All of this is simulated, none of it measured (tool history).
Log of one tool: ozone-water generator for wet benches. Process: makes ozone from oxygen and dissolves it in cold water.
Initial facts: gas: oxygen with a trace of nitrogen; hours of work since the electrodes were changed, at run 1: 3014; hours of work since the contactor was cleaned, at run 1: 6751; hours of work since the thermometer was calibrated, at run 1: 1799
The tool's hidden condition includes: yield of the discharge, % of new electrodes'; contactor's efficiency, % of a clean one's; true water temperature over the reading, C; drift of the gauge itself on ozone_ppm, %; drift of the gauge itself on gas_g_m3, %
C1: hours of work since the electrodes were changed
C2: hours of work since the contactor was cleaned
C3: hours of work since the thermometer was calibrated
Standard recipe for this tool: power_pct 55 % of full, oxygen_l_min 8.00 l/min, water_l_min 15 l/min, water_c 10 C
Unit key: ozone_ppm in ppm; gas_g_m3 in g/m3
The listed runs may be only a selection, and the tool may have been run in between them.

Run 1, hour 0.0: usual settings; C1 3014; C2 6751; C3 1799. Result: ozone_ppm 33.6 ppm, gas_g_m3 230.9 g/m3.
Run 2, hour 55.5: usual settings; C1 3056; C2 6793; C3 1841. Result: ozone_ppm 33.2 ppm, gas_g_m3 229.2 g/m3.
Run 3, hour 157.3: usual settings; C1 3133; C2 6870; C3 1918. Result: ozone_ppm 33.3 ppm, gas_g_m3 229.8 g/m3.
Run 4, hour 211.6: usual settings; C1 3174; C2 6911; C3 1959. Result: ozone_ppm 33.3 ppm, gas_g_m3 229.3 g/m3.
Run 5, hour 264.9: usual settings but power_pct 76 % of full; C1 3214; C2 6951; C3 2000. Result: ozone_ppm 41.6 ppm, gas_g_m3 289.8 g/m3.
Run 6, hour 320.4: usual settings but power_pct 76 % of full; C1 3256; C2 6993; C3 2042. Result: ozone_ppm 42.5 ppm, gas_g_m3 291.9 g/m3.
Run 7, hour 409.6: usual settings but water_c 16 C; C1 3324; C2 7061; C3 2109. Result: ozone_ppm 29.8 ppm, gas_g_m3 227.7 g/m3.
Run 8, hour 459.0: usual settings; C1 3361; C2 7098; C3 2147. Result: ozone_ppm 33.4 ppm, gas_g_m3 232.3 g/m3.
Run 9, hour 545.3: usual settings; C1 3427; C2 7164; C3 2212. Result: ozone_ppm 33.3 ppm, gas_g_m3 230.4 g/m3.
Run 10, hour 657.9: usual settings but water_c 8 C; C1 3512; C2 7249; C3 2297. Result: ozone_ppm 34.9 ppm, gas_g_m3 230.4 g/m3.
Run 11, hour 727.6: usual settings but water_c 8 C; C1 3565; C2 7302; C3 2350. Result: ozone_ppm 34.4 ppm, gas_g_m3 231.8 g/m3.
Run 12, hour 823.8: usual settings but water_c 8 C; C1 3638; C2 7375; C3 2423. Result: ozone_ppm 34.3 ppm, gas_g_m3 231.1 g/m3.
Run 13, hour 923.0: usual settings but power_pct 54 % of full, water_c 8 C; C1 3713; C2 7450; C3 2498. Result: ozone_ppm 34.3 ppm, gas_g_m3 228.1 g/m3.
Run 14, hour 1015.5: usual settings but power_pct 51 % of full; C1 3783; C2 7520; C3 2568. Result: ozone_ppm 31.6 ppm, gas_g_m3 218.4 g/m3.
At hour 1098.1: water thermometer calibrated.
Run 15, hour 1120.7: usual settings but oxygen_l_min 6.16 l/min, water_l_min 20 l/min; C1 3862; C2 7599; C3 17. Result: ozone_ppm 26.7 ppm, gas_g_m3 260.2 g/m3.
Run 16, hour 1212.2: usual settings but power_pct 45 % of full, oxygen_l_min 6.94 l/min, water_l_min 20 l/min, water_c 13 C; C1 3931; C2 7668; C3 86. Result: ozone_ppm 22.3 ppm, gas_g_m3 214.7 g/m3.
Run 17, hour 1279.9: usual settings but power_pct 45 % of full, oxygen_l_min 5.23 l/min, water_l_min 20 l/min, water_c 13 C; C1 3982; C2 7719; C3 138. Result: ozone_ppm 21.8 ppm, gas_g_m3 247.0 g/m3.
Run 18, hour 1347.3: usual settings but oxygen_l_min 8.87 l/min, water_l_min 17 l/min; C1 4034; C2 7771; C3 189. Result: ozone_ppm 30.4 ppm, gas_g_m3 221.0 g/m3.
Run 19, hour 1446.0: usual settings but water_l_min 12 l/min, water_c 16 C; C1 4108; C2 7845; C3 263. Result: ozone_ppm 33.6 ppm, gas_g_m3 231.2 g/m3.
Run 20, hour 1550.7: usual settings but water_l_min 12 l/min, water_c 16 C; C1 4187; C2 7925; C3 343. Result: ozone_ppm 34.0 ppm, gas_g_m3 232.4 g/m3.
Run 21, hour 1600.5: usual settings but power_pct 43 % of full, water_l_min 13 l/min, water_c 14 C; C1 4225; C2 7962; C3 380. Result: ozone_ppm 28.2 ppm, gas_g_m3 195.0 g/m3.
Run 22, hour 1692.7: usual settings but power_pct 43 % of full, water_l_min 13 l/min, water_c 14 C; C1 4295; C2 8032; C3 450. Result: ozone_ppm 28.3 ppm, gas_g_m3 194.6 g/m3.
Run 23, hour 1758.5: usual settings but power_pct 43 % of full, oxygen_l_min 4.34 l/min, water_l_min 23 l/min, water_c 11 C; C1 4345; C2 8082; C3 500. Result: ozone_ppm 18.1 ppm, gas_g_m3 259.3 g/m3.
Run 24, hour 1872.6: usual settings but power_pct 43 % of full, oxygen_l_min 4.34 l/min, water_l_min 23 l/min, water_c 11 C; C1 4431; C2 8168; C3 586. Result: ozone_ppm 18.1 ppm, gas_g_m3 258.8 g/m3.
Run 25, hour 1988.7: usual settings but power_pct 43 % of full, oxygen_l_min 5.31 l/min, water_l_min 19 l/min, water_c 11 C; C1 4519; C2 8256; C3 674. Result: ozone_ppm 22.8 ppm, gas_g_m3 236.5 g/m3.
Run 26, hour 2048.6: usual settings but water_l_min 13 l/min; C1 4564; C2 8301; C3 720. Result: ozone_ppm 36.7 ppm, gas_g_m3 231.5 g/m3.
Run 27, hour 2152.6: usual settings but power_pct 42 % of full; C1 4643; C2 8380; C3 798. Result: ozone_ppm 27.3 ppm, gas_g_m3 193.4 g/m3.

What will run 28 give?
Run 28, hour 2217.8: usual settings but power_pct 41 % of full, water_c 14 C; C1 4693; C2 8430; C3 848. Result: ozone_ppm ?, gas_g_m3 ?.

{"run 28": {"ozone_ppm": 24.9, "gas_g_m3": 188.9}}
With the hidden condition absent and the run-to-run variation left alone, this run would have shown ozone_ppm 25.0 ppm, gas_g_m3 185.1 g/m3.
